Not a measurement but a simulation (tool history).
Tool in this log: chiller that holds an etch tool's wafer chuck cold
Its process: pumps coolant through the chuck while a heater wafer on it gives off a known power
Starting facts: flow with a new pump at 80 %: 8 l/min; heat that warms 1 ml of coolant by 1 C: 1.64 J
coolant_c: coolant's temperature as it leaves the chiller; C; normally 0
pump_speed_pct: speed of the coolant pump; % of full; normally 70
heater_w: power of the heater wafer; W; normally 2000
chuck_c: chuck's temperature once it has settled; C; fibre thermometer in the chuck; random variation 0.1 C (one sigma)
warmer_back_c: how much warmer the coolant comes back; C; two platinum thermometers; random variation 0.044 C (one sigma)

{"run": 1, "hour": 0.0, "coolant_c": 0, "pump_speed_pct": 70, "heater_w": 2000, "chuck_c": 21.2, "warmer_back_c": 10.8}
{"run": 2, "hour": 72.7, "coolant_c": 0, "pump_speed_pct": 96, "heater_w": 2000, "chuck_c": 16.1, "warmer_back_c": 7.4}
{"run": 3, "hour": 127.2, "coolant_c": 0, "pump_speed_pct": 96, "heater_w": 2000, "chuck_c": 16.2, "warmer_back_c": 7.43}
{"run": 4, "hour": 189.9, "coolant_c": 0, "pump_speed_pct": 96, "heater_w": 2000, "chuck_c": 16.3, "warmer_back_c": 7.44}
{"run": 5, "hour": 232.4, "coolant_c": 0, "pump_speed_pct": 70, "heater_w": 2000, "chuck_c": 21.1, "warmer_back_c": 10.72}
{"run": 6, "hour": 306.8, "coolant_c": 0, "pump_speed_pct": 65, "heater_w": 2000, "chuck_c": 22.5, "warmer_back_c": 11.52}
{"run": 7, "hour": 349.2, "coolant_c": 0, "pump_speed_pct": 65, "heater_w": 2000, "chuck_c": 22.6, "warmer_back_c": 11.61}
{"run": 8, "hour": 385.1, "coolant_c": 0, "pump_speed_pct": 70, "heater_w": 2000, "chuck_c": 21.3, "warmer_back_c": 10.68}
{"run": 9, "hour": 457.8, "coolant_c": 0, "pump_speed_pct": 70, "heater_w": 2000, "chuck_c": 21.1, "warmer_back_c": 10.62}
{"run": 10, "hour": 494.1, "coolant_c": 0, "pump_speed_pct": 70, "heater_w": 1005, "chuck_c": 10.7, "warmer_back_c": 5.4}
{"run": 11, "hour": 555.7, "coolant_c": 0, "pump_speed_pct": 70, "heater_w": 1005, "chuck_c": 10.6, "warmer_back_c": 5.37}
{"run": 12, "hour": 624.7, "coolant_c": 0, "pump_speed_pct": 70, "heater_w": 2000, "chuck_c": 21.2, "warmer_back_c": 10.63}
{"run": 13, "hour": 698.4, "coolant_c": 0, "pump_speed_pct": 70, "heater_w": 2000, "chuck_c": 21.0, "warmer_back_c": 10.66}
{"run": 14, "hour": 773.3, "coolant_c": 0, "pump_speed_pct": 67, "heater_w": 2917, "chuck_c": 32.0, "warmer_back_c": 16.33}
{"run": 15, "hour": 835.3, "coolant_c": 5, "pump_speed_pct": 70, "heater_w": 2000, "chuck_c": 26.4, "warmer_back_c": 10.65}
{"run": 16, "hour": 901.2, "coolant_c": 5, "pump_speed_pct": 70, "heater_w": 2000, "chuck_c": 26.1, "warmer_back_c": 10.62}
{"run": 17, "hour": 949.2, "coolant_c": 5, "pump_speed_pct": 70, "heater_w": 2007, "chuck_c": 26.4, "warmer_back_c": 10.83}
{"run": 18, "hour": 987.0, "coolant_c": 0, "pump_speed_pct": 72, "heater_w": 2000, "chuck_c": 20.7, "warmer_back_c": 10.37}
{"run": 19, "hour": 1066.9, "coolant_c": 0, "pump_speed_pct": 72, "heater_w": 2000, "chuck_c": 20.6, "warmer_back_c": 10.39}
{"run": 20, "hour": 1103.0, "coolant_c": 7, "pump_speed_pct": 92, "heater_w": 2513, "chuck_c": 28.0, "warmer_back_c": 9.77}
{"run": 21, "hour": 1165.0, "coolant_c": 7, "pump_speed_pct": 92, "heater_w": 2513, "chuck_c": 28.2, "warmer_back_c": 9.83}
{"run": 22, "hour": 1229.1, "coolant_c": 7, "pump_speed_pct": 92, "heater_w": 2513, "chuck_c": 28.2, "warmer_back_c": 9.79}
{"run": 23, "hour": 1305.1, "coolant_c": 0, "pump_speed_pct": 89, "heater_w": 1690, "chuck_c": 14.7, "warmer_back_c": 6.86}
{"run": 24, "hour": 1352.9, "coolant_c": 0, "pump_speed_pct": 89, "heater_w": 1690, "chuck_c": 14.7, "warmer_back_c": 6.86}
{"run": 25, "hour": 1392.1, "coolant_c": -9, "pump_speed_pct": 70, "heater_w": 1299, "chuck_c": 4.7, "warmer_back_c": 6.91}
{"run": 26, "hour": 1455.7, "coolant_c": 3, "pump_speed_pct": 95, "heater_w": 2188, "chuck_c": 20.8, "warmer_back_c": 8.24}

Between the runs listed above, the log contained 2 entries, not reproduced here. Where in the sequence does each belong, and how does what the log doesn't record of the tool's condition differ from the listed run before to the listed run after?
After run 6, before run 7: chiller's thermometer calibrated (hour 326.1)
  coolant's true temperature over the reading, C: -0.01 -> 0
After run 25, before run 26: coolant changed, channels flushed (hour 1439.3)
  heat passed by the chuck's channels, % of clean ones': 99.8 -> 100

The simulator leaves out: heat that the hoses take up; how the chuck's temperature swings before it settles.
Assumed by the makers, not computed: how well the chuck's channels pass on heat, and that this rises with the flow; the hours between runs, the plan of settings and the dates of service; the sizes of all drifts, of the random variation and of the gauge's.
